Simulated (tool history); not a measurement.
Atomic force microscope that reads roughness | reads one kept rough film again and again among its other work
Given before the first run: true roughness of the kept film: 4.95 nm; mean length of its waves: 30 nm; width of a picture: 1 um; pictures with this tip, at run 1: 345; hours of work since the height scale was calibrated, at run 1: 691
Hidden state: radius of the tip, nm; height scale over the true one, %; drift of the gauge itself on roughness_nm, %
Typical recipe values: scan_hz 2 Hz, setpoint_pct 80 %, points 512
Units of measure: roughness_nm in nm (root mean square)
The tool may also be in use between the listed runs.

run,hour,scan_hz,setpoint_pct,points,pictures with this tip,hours of work since the height scale was calibrated,roughness_nm
1,0,2,80,512,345,691,2.42
2,18.6,2,80,512,368,700,2.353
# hour 33.1: new tip fitted
3,40.8,2,80,512,9,710,3.452
4,69.4,2,62,512,43,723,3.733
5,91.5,2,72,512,70,734,3.427
6,121.8,2,72,512,107,748,3.273
7,151.6,2,80,512,143,762,2.965
8,177,2,80,512,173,774,2.869
9,198.1,0.88,83,627,199,784,3.042
10,228.2,0.88,83,627,235,798,2.943
11,249.5,0.54,60,288,261,808,3.078

What does the tool deliver on the next run?
12,272.1,0.54,60,288,288,818,?

roughness_nm: 3.017 nm (root mean square)
Without the tool's hidden state the same run would have given roughness_nm 4.189 nm (root mean square).

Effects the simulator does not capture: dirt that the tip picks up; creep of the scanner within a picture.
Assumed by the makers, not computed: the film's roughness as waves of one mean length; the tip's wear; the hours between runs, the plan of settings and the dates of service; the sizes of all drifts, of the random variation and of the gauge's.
